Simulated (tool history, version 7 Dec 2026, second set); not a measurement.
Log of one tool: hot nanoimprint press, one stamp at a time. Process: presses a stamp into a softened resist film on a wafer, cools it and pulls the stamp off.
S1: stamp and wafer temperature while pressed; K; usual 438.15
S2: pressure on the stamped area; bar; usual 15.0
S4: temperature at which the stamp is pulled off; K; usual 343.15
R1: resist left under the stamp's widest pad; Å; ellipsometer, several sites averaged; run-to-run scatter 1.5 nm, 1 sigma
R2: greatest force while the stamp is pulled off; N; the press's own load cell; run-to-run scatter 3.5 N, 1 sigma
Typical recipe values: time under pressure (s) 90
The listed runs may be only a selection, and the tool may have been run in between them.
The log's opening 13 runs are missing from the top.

run 14 hour=368.1 | S1=438.15 S2=15.0 time_under_pressure_(s)=90 S4=343.15 | R1=2494 R2=182
run 15 hour=401.8 | S1=444.15 S2=15.0 time_under_pressure_(s)=90 S4=343.15 | R1=1919 R2=188
run 16 hour=438.8 | S1=449.15 S2=15.0 time_under_pressure_(s)=90 S4=350.15 | R1=1553 R2=157
run 17 hour=476.5 | S1=438.15 S2=14.6 time_under_pressure_(s)=89 S4=341.15 | R1=2523 R2=200
run 18 hour=514.0 | S1=438.15 S2=14.6 time_under_pressure_(s)=89 S4=341.15 | R1=2539 R2=188
run 19 hour=553.2 | S1=438.15 S2=13.3 time_under_pressure_(s)=59 S4=334.15 | R1=2917 R2=220
run 20 hour=589.2 | S1=430.15 S2=11.1 time_under_pressure_(s)=59 S4=336.15 | R1=3587 R2=225
run 21 hour=610.3 | S1=430.15 S2=11.1 time_under_pressure_(s)=59 S4=344.15 | R1=3568 R2=188
run 22 hour=635.8 | S1=448.15 S2=11.1 time_under_pressure_(s)=108 S4=344.15 | R1=1718 R2=195
-- hour=650.6 plate thermocouple calibrated
run 23 hour=668.3 | S1=449.15 S2=15.0 time_under_pressure_(s)=90 S4=335.15 | R1=1476 R2=219
run 24 hour=696.8 | S1=441.15 S2=9.1 time_under_pressure_(s)=136 S4=330.15 | R1=2196 R2=240
run 25 hour=733.1 | S1=445.15 S2=15.0 time_under_pressure_(s)=90 S4=338.15 | R1=1776 R2=214
run 26 hour=754.5 | S1=438.15 S2=15.0 time_under_pressure_(s)=48 S4=338.15 | R1=2864 R2=211
run 27 hour=775.0 | S1=438.15 S2=15.1 time_under_pressure_(s)=48 S4=348.15 | R1=2873 R2=182
run 28 hour=792.6 | S1=429.15 S2=21.4 time_under_pressure_(s)=90 S4=334.15 | R1=3071 R2=229
run 29 hour=820.5 | S1=438.15 S2=10.0 time_under_pressure_(s)=90 S4=343.15 | R1=2700 R2=203
run 30 hour=849.7 | S1=448.15 S2=13.1 time_under_pressure_(s)=61 S4=332.15 | R1=1929 R2=247

Each row is a separate what-if for the run after 30, all from the same tool condition, not one after another. Results?
run A hour=873.7 | S1=431.15 S2=13.1 time_under_pressure_(s)=61 S4=345.15 | R1=? R2=?
run B hour=873.7 | S1=437.15 S2=15.0 time_under_pressure_(s)=125 S4=343.15 | R1=? R2=?
run C hour=873.7 | S1=428.15 S2=13.1 time_under_pressure_(s)=62 S4=332.15 | R1=? R2=?
run D hour=873.7 | S1=437.15 S2=13.1 time_under_pressure_(s)=61 S4=332.15 | R1=? R2=?

run=A R1=3364 R2=197
run=B R1=2292 R2=200
run=C R1=3527 R2=247
run=D R1=2906 R2=245
With no hidden state in the tool, these same runs would have given:
run=A R1=3325 R2=161
run=B R1=2227 R2=163
run=C R1=3496 R2=202
run=D R1=2852 R2=199

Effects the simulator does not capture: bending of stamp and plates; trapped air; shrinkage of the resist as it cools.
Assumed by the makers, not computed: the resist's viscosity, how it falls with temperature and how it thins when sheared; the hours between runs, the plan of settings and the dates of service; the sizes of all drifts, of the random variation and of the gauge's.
